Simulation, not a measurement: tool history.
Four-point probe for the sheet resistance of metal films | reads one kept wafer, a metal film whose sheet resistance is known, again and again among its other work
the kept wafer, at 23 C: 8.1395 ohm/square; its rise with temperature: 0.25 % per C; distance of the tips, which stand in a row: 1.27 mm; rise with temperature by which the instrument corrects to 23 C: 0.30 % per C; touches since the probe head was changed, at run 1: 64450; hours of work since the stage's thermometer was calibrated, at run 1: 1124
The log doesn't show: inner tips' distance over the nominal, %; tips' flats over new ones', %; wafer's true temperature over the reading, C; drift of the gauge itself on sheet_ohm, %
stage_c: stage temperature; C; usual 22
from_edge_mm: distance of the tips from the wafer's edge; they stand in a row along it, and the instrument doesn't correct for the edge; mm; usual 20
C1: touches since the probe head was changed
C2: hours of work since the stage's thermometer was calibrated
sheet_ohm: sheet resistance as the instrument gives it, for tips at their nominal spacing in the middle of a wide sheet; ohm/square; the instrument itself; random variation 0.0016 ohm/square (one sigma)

Run 1, hour 0.0: usual settings; C1 64450; C2 1124. Result: sheet_ohm 8.163439 ohm/square.
Run 2, hour 41.8: usual settings but from_edge_mm 6 mm; C1 65752; C2 1143. Result: sheet_ohm 8.337508 ohm/square.
Run 3, hour 104.3: usual settings but from_edge_mm 6 mm; C1 67697; C2 1171. Result: sheet_ohm 8.332910 ohm/square.
Run 4, hour 160.9: usual settings but from_edge_mm 6 mm; C1 69458; C2 1196. Result: sheet_ohm 8.333980 ohm/square.
Run 5, hour 202.2: usual settings; C1 70743; C2 1214. Result: sheet_ohm 8.160947 ohm/square.
Run 6, hour 260.8: usual settings; C1 72567; C2 1240. Result: sheet_ohm 8.161075 ohm/square.
Run 7, hour 339.3: usual settings but stage_c 27 C; C1 75012; C2 1275. Result: sheet_ohm 8.140912 ohm/square.
Run 8, hour 400.9: usual settings but stage_c 27 C; C1 76929; C2 1303. Result: sheet_ohm 8.140292 ohm/square.
Run 9, hour 482.9: usual settings but stage_c 27 C, from_edge_mm 21 mm; C1 79479; C2 1339. Result: sheet_ohm 8.144740 ohm/square.
Run 10, hour 534.1: usual settings but stage_c 27 C, from_edge_mm 21 mm; C1 81074; C2 1362. Result: sheet_ohm 8.141009 ohm/square.
At hour 589.2: stage's thermometer calibrated.
Run 11, hour 591.6: usual settings but stage_c 27 C, from_edge_mm 21 mm; C1 82849; C2 1. Result: sheet_ohm 8.141310 ohm/square.
Run 12, hour 654.7: usual settings but from_edge_mm 41 mm; C1 84813; C2 29. Result: sheet_ohm 8.145183 ohm/square.
Run 13, hour 708.9: usual settings but from_edge_mm 41 mm; C1 86499; C2 53. Result: sheet_ohm 8.145792 ohm/square.
Run 14, hour 751.1: usual settings but from_edge_mm 41 mm; C1 87812; C2 72. Result: sheet_ohm 8.147540 ohm/square.
Run 15, hour 830.8: usual settings but from_edge_mm 41 mm; C1 90293; C2 107. Result: sheet_ohm 8.147948 ohm/square.
Run 16, hour 886.1: usual settings but from_edge_mm 35 mm; C1 92015; C2 132. Result: sheet_ohm 8.148662 ohm/square.
Run 17, hour 956.5: usual settings but stage_c 33 C; C1 94206; C2 163. Result: sheet_ohm 8.120341 ohm/square.
Run 18, hour 1024.8: usual settings but stage_c 33 C; C1 96330; C2 194. Result: sheet_ohm 8.118469 ohm/square.
Run 19, hour 1106.4: usual settings but stage_c 24 C; C1 98871; C2 230. Result: sheet_ohm 8.155723 ohm/square.
Run 20, hour 1160.3: usual settings but stage_c 24 C, from_edge_mm 30 mm; C1 100549; C2 254. Result: sheet_ohm 8.144316 ohm/square.
Run 21, hour 1202.0: usual settings but stage_c 31 C; C1 101847; C2 273. Result: sheet_ohm 8.126845 ohm/square.
Run 22, hour 1251.0: usual settings but stage_c 32 C; C1 103372; C2 294. Result: sheet_ohm 8.124543 ohm/square.
Run 23, hour 1312.1: usual settings but stage_c 30 C, from_edge_mm 4 mm; C1 105273; C2 322. Result: sheet_ohm 8.530691 ohm/square.
Run 24, hour 1378.3: usual settings but stage_c 28 C, from_edge_mm 9 mm; C1 107333; C2 351. Result: sheet_ohm 8.210451 ohm/square.
Run 25, hour 1440.9: usual settings but stage_c 28 C, from_edge_mm 9 mm; C1 109284; C2 379. Result: sheet_ohm 8.207640 ohm/square.
Run 26, hour 1483.5: usual settings but stage_c 28 C, from_edge_mm 9 mm; C1 110608; C2 398. Result: sheet_ohm 8.205908 ohm/square.
Run 27, hour 1530.2: usual settings but stage_c 34 C, from_edge_mm 3 mm; C1 112063; C2 419. Result: sheet_ohm 8.809119 ohm/square.
Run 28, hour 1573.1: usual settings but stage_c 34 C, from_edge_mm 3 mm; C1 113397; C2 438. Result: sheet_ohm 8.807663 ohm/square.
Run 29, hour 1627.6: usual settings but stage_c 34 C, from_edge_mm 3 mm; C1 115095; C2 462. Result: sheet_ohm 8.808045 ohm/square.
Run 30, hour 1705.2: usual settings but stage_c 28 C, from_edge_mm 6 mm; C1 117509; C2 496. Result: sheet_ohm 8.313726 ohm/square.
Run 31, hour 1775.1: usual settings but stage_c 26 C, from_edge_mm 23 mm; C1 119684; C2 528. Result: sheet_ohm 8.142856 ohm/square.
Run 32, hour 1823.9: usual settings but stage_c 20 C, from_edge_mm 11 mm; C1 121206; C2 549. Result: sheet_ohm 8.210234 ohm/square.
Run 33, hour 1865.9: usual settings but stage_c 29 C, from_edge_mm 19 mm; C1 122510; C2 568. Result: sheet_ohm 8.138547 ohm/square.
Run 34, hour 1921.4: usual settings but stage_c 29 C, from_edge_mm 19 mm; C1 124240; C2 593. Result: sheet_ohm 8.139596 ohm/square.
Run 35, hour 1968.8: usual settings but stage_c 29 C, from_edge_mm 19 mm; C1 125713; C2 614. Result: sheet_ohm 8.137365 ohm/square.
Run 36, hour 2019.1: usual settings but stage_c 21 C, from_edge_mm 9 mm; C1 127279; C2 636. Result: sheet_ohm 8.233792 ohm/square.
Run 37, hour 2075.7: usual settings but stage_c 19 C; C1 129041; C2 661. Result: sheet_ohm 8.172664 ohm/square.
Run 38, hour 2136.4: usual settings but stage_c 24 C, from_edge_mm 10 mm; C1 130930; C2 688. Result: sheet_ohm 8.206896 ohm/square.
Run 39, hour 2211.4: usual settings but stage_c 24 C, from_edge_mm 10 mm; C1 133265; C2 722. Result: sheet_ohm 8.208652 ohm/square.
Run 40, hour 2276.3: usual settings but stage_c 27 C, from_edge_mm 5 mm; C1 135287; C2 751. Result: sheet_ohm 8.396912 ohm/square.
Run 41, hour 2324.4: usual settings but stage_c 29 C, from_edge_mm 42 mm; C1 136782; C2 772. Result: sheet_ohm 8.118492 ohm/square.
Run 42, hour 2369.1: usual settings but stage_c 26 C, from_edge_mm 52 mm; C1 138173; C2 792. Result: sheet_ohm 8.130630 ohm/square.

How the hidden state differs across the entries between the runs, from the last listed run before each to the first after it:
Between runs 10 and 11: stage's thermometer calibrated (hour 589.2)
  no hidden state differs between the two runs
